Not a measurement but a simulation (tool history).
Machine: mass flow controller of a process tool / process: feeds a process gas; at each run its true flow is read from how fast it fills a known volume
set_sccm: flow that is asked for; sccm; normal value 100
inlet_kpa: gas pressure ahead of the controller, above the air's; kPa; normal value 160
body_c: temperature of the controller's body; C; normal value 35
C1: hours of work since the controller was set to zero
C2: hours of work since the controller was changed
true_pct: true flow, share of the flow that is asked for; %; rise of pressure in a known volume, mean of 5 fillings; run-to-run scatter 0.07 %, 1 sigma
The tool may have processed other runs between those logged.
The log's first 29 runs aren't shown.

{"run": 30, "day": 226.196, "set_sccm": 68, "inlet_kpa": 171, "body_c": 35, "C1": 2348, "C2": 7489, "true_pct": 97.88}
{"run": 31, "day": 236.071, "set_sccm": 68, "inlet_kpa": 209, "body_c": 21, "C1": 2474, "C2": 7615, "true_pct": 98.45}
{"run": 32, "day": 242.008, "set_sccm": 34, "inlet_kpa": 183, "body_c": 22, "C1": 2550, "C2": 7691, "true_pct": 97.79}
{"run": 33, "day": 247.508, "set_sccm": 100, "inlet_kpa": 224, "body_c": 25, "C1": 2620, "C2": 7761, "true_pct": 99.13}
{"run": 34, "day": 256.967, "set_sccm": 100, "inlet_kpa": 160, "body_c": 23, "C1": 2741, "C2": 7882, "true_pct": 98.88}
{"run": 35, "day": 261.767, "set_sccm": 48, "inlet_kpa": 169, "body_c": 27, "C1": 2802, "C2": 7943, "true_pct": 97.92}
{"run": 36, "day": 267.5, "set_sccm": 22, "inlet_kpa": 169, "body_c": 27, "C1": 2876, "C2": 8017, "true_pct": 97.58}
{"run": 37, "day": 271.883, "set_sccm": 100, "inlet_kpa": 160, "body_c": 22, "C1": 2932, "C2": 8073, "true_pct": 98.79}
{"run": 38, "day": 276.512, "set_sccm": 100, "inlet_kpa": 160, "body_c": 22, "C1": 2991, "C2": 8132, "true_pct": 98.89}
{"run": 39, "day": 280.717, "set_sccm": 100, "inlet_kpa": 160, "body_c": 22, "C1": 3045, "C2": 8186, "true_pct": 99.0}
{"run": 40, "day": 286.075, "set_sccm": 66, "inlet_kpa": 159, "body_c": 35, "C1": 3113, "C2": 8254, "true_pct": 98.04}
{"run": 41, "day": 292.354, "set_sccm": 37, "inlet_kpa": 224, "body_c": 35, "C1": 3193, "C2": 8334, "true_pct": 98.05}
{"day": 295.075, "done": "controller exchanged for a calibrated one"}
{"run": 42, "day": 302.846, "set_sccm": 57, "inlet_kpa": 229, "body_c": 22, "C1": 99, "C2": 99, "true_pct": 98.69}
{"run": 43, "day": 311.079, "set_sccm": 36, "inlet_kpa": 198, "body_c": 33, "C1": 205, "C2": 205, "true_pct": 97.98}
{"run": 44, "day": 316.942, "set_sccm": 36, "inlet_kpa": 198, "body_c": 33, "C1": 280, "C2": 280, "true_pct": 98.08}
{"run": 45, "day": 327.088, "set_sccm": 28, "inlet_kpa": 277, "body_c": 34, "C1": 409, "C2": 409, "true_pct": 98.33}
{"run": 46, "day": 336.129, "set_sccm": 89, "inlet_kpa": 160, "body_c": 28, "C1": 525, "C2": 525, "true_pct": 98.79}
{"run": 47, "day": 345.35, "set_sccm": 174, "inlet_kpa": 176, "body_c": 32, "C1": 643, "C2": 643, "true_pct": 100.27}
{"run": 48, "day": 353.154, "set_sccm": 169, "inlet_kpa": 251, "body_c": 21, "C1": 742, "C2": 742, "true_pct": 100.85}

Below are 4 alternative next runs, each starting from the tool's condition after run 48. Predict each:
{"run": "A", "day": 357.662, "set_sccm": 91, "inlet_kpa": 251, "body_c": 23, "C1": 800, "C2": 800, "true_pct": "?"}
{"run": "B", "day": 357.662, "set_sccm": 100, "inlet_kpa": 160, "body_c": 29, "C1": 800, "C2": 800, "true_pct": "?"}
{"run": "C", "day": 357.662, "set_sccm": 50, "inlet_kpa": 168, "body_c": 30, "C1": 800, "C2": 800, "true_pct": "?"}
{"run": "D", "day": 357.662, "set_sccm": 169, "inlet_kpa": 251, "body_c": 27, "C1": 800, "C2": 800, "true_pct": "?"}

run=A true_pct=99.52
run=B true_pct=99.11
run=C true_pct=98.34
run=D true_pct=100.67
Stripped of hidden state, with their random variation kept, the same runs would have yielded:
run=A true_pct=98.56
run=B true_pct=98.16
run=C true_pct=97.39
run=D true_pct=99.70
